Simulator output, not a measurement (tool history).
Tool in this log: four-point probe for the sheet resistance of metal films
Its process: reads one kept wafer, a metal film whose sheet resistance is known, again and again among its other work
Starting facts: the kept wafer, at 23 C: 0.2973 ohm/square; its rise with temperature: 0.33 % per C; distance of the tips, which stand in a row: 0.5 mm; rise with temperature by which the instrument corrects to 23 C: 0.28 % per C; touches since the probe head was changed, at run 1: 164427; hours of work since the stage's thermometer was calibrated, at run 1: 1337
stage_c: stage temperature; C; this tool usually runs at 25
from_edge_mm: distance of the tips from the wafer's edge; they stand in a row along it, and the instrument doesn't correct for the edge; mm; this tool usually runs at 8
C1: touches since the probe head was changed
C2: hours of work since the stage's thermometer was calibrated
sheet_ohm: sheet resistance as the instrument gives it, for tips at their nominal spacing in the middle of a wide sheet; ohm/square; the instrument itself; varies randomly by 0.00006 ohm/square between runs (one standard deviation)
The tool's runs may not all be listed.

Run 1, day 0: usual settings; C1 164427; C2 1337. Result: sheet_ohm 0.302185 ohm/square.
Run 2, day 2.825: usual settings; C1 168034; C2 1380. Result: sheet_ohm 0.302115 ohm/square.
Run 3, day 5.704: usual settings; C1 171710; C2 1424. Result: sheet_ohm 0.302281 ohm/square.
Run 4, day 8.042: usual settings but from_edge_mm 21 mm; C1 174693; C2 1460. Result: sheet_ohm 0.301901 ohm/square.
Run 5, day 10.938: usual settings; C1 178388; C2 1504. Result: sheet_ohm 0.302399 ohm/square.
Run 6, day 13.762: usual settings; C1 181993; C2 1547. Result: sheet_ohm 0.302503 ohm/square.
Run 7, day 16.283: usual settings but stage_c 32 C; C1 185212; C2 1586. Result: sheet_ohm 0.303684 ohm/square.
Run 8, day 18.971: usual settings but stage_c 32 C; C1 188639; C2 1627. Result: sheet_ohm 0.303709 ohm/square.
At day 21.404: new probe head fitted.
Run 9, day 21.404: usual settings but stage_c 32 C; C1 0; C2 1663. Result: sheet_ohm 0.299412 ohm/square.
Run 10, day 22.75: usual settings but stage_c 27 C; C1 1716; C2 1684. Result: sheet_ohm 0.29873 ohm/square.
Run 11, day 24.492: usual settings but stage_c 19 C; C1 3936; C2 1710. Result: sheet_ohm 0.297522 ohm/square.
Run 12, day 25.821: usual settings but stage_c 19 C; C1 5638; C2 1731. Result: sheet_ohm 0.297627 ohm/square.
Run 13, day 27.246: usual settings but stage_c 19 C; C1 7452; C2 1752. Result: sheet_ohm 0.297627 ohm/square.
Run 14, day 29.742: usual settings but stage_c 28 C; C1 10638; C2 1790. Result: sheet_ohm 0.299037 ohm/square.
Run 15, day 32.658: usual settings but stage_c 28 C; C1 14361; C2 1835. Result: sheet_ohm 0.29911 ohm/square.
Run 16, day 35.667: usual settings but stage_c 26 C; C1 18203; C2 1881. Result: sheet_ohm 0.298961 ohm/square.
Run 17, day 38.188: usual settings but stage_c 26 C; C1 21422; C2 1919. Result: sheet_ohm 0.298909 ohm/square.
Run 18, day 39.692: usual settings but stage_c 26 C; C1 23341; C2 1942. Result: sheet_ohm 0.298964 ohm/square.
Run 19, day 41.967: usual settings but stage_c 26 C; C1 26242; C2 1977. Result: sheet_ohm 0.299105 ohm/square.
Run 20, day 44.333: usual settings but stage_c 29 C, from_edge_mm 23 mm; C1 29267; C2 2013. Result: sheet_ohm 0.298968 ohm/square.
Run 21, day 45.812: usual settings but stage_c 19 C, from_edge_mm 10 mm; C1 31156; C2 2036. Result: sheet_ohm 0.297762 ohm/square.
At day 46.121: stage's thermometer calibrated.
Run 22, day 48.188: usual settings but stage_c 24 C, from_edge_mm 29 mm; C1 34157; C2 32. Result: sheet_ohm 0.297882 ohm/square.
Run 23, day 50.05: usual settings but stage_c 23 C; C1 36534; C2 60. Result: sheet_ohm 0.298419 ohm/square.
Run 24, day 51.867: usual settings but from_edge_mm 4 mm; C1 38855; C2 88. Result: sheet_ohm 0.30058 ohm/square.
At day 53.404: stage's thermometer calibrated, once more.
Run 25, day 53.946: usual settings but stage_c 34 C; C1 41481; C2 8. Result: sheet_ohm 0.301366 ohm/square.
Run 26, day 56.021: usual settings but stage_c 34 C; C1 44129; C2 40. Result: sheet_ohm 0.301372 ohm/square.
Run 27, day 58.738: usual settings but stage_c 34 C; C1 47598; C2 81. Result: sheet_ohm 0.301539 ohm/square.
Run 28, day 60.962: usual settings but stage_c 22 C, from_edge_mm 5 mm; C1 50435; C2 115. Result: sheet_ohm 0.300519 ohm/square.
Run 29, day 63.517: usual settings but stage_c 22 C, from_edge_mm 5 mm; C1 53700; C2 154. Result: sheet_ohm 0.300674 ohm/square.
Run 30, day 66.012: usual settings but from_edge_mm 60 mm; C1 56884; C2 192. Result: sheet_ohm 0.299636 ohm/square.
Run 31, day 67.604: usual settings but from_edge_mm 60 mm; C1 58914; C2 217. Result: sheet_ohm 0.299686 ohm/square.
Run 32, day 69.996: usual settings but stage_c 34 C, from_edge_mm 3 mm; C1 61968; C2 253. Result: sheet_ohm 0.305587 ohm/square.
Run 33, day 73.158: usual settings but stage_c 24 C, from_edge_mm 69 mm; C1 66005; C2 301. Result: sheet_ohm 0.299647 ohm/square.
Run 34, day 76.275: usual settings but stage_c 24 C, from_edge_mm 69 mm; C1 69982; C2 349. Result: sheet_ohm 0.299624 ohm/square.
Run 35, day 77.55: usual settings but stage_c 22 C, from_edge_mm 64 mm; C1 71612; C2 368. Result: sheet_ohm 0.299463 ohm/square.
Run 36, day 79.967: usual settings but stage_c 21 C, from_edge_mm 69 mm; C1 74698; C2 405. Result: sheet_ohm 0.299214 ohm/square.
Run 37, day 81.771: usual settings but stage_c 21 C, from_edge_mm 69 mm; C1 76996; C2 433. Result: sheet_ohm 0.29932 ohm/square.
Run 38, day 83.046: usual settings but stage_c 35 C, from_edge_mm 31 mm; C1 78626; C2 452. Result: sheet_ohm 0.301699 ohm/square.

How would selected steps in sheet_ohm from run to run divide? Give the signed amount a tool lacking its hidden state would still show from settings, what came in and random variation, and the signed amount left for the hidden state, including any gauge scatter that is not in both of the compared results.
Hidden conditions of the tool in this case: inner tips' distance over the nominal, %; tips' flats over new ones', %; wafer's true temperature over the reading, C; drift of the gauge itself on sheet_ohm, %.
Run 8 -> 9: new probe head fitted. sheet_ohm -0.004297 ohm/square: hidden state -0.004286, all else -0.000011.
Run 21 -> 22: stage_c 19 -> 24, from_edge_mm 10 -> 29, stage's thermometer calibrated. sheet_ohm +0.00012 ohm/square: hidden state -0.000276, all else +0.000396.
Run 24 -> 25: stage_c 25 -> 34, from_edge_mm 4 -> 8, stage's thermometer calibrated, once more. sheet_ohm +0.000786 ohm/square: hidden state +0.001154, all else -0.000368.
Run 31 -> 32: stage_c 25 -> 34, from_edge_mm 60 -> 3. sheet_ohm +0.005901 ohm/square: hidden state +0.0001, all else +0.005801.
Run 32 -> 33: stage_c 34 -> 24, from_edge_mm 3 -> 69. sheet_ohm -0.00594 ohm/square: hidden state +0.000035, all else -0.005975.

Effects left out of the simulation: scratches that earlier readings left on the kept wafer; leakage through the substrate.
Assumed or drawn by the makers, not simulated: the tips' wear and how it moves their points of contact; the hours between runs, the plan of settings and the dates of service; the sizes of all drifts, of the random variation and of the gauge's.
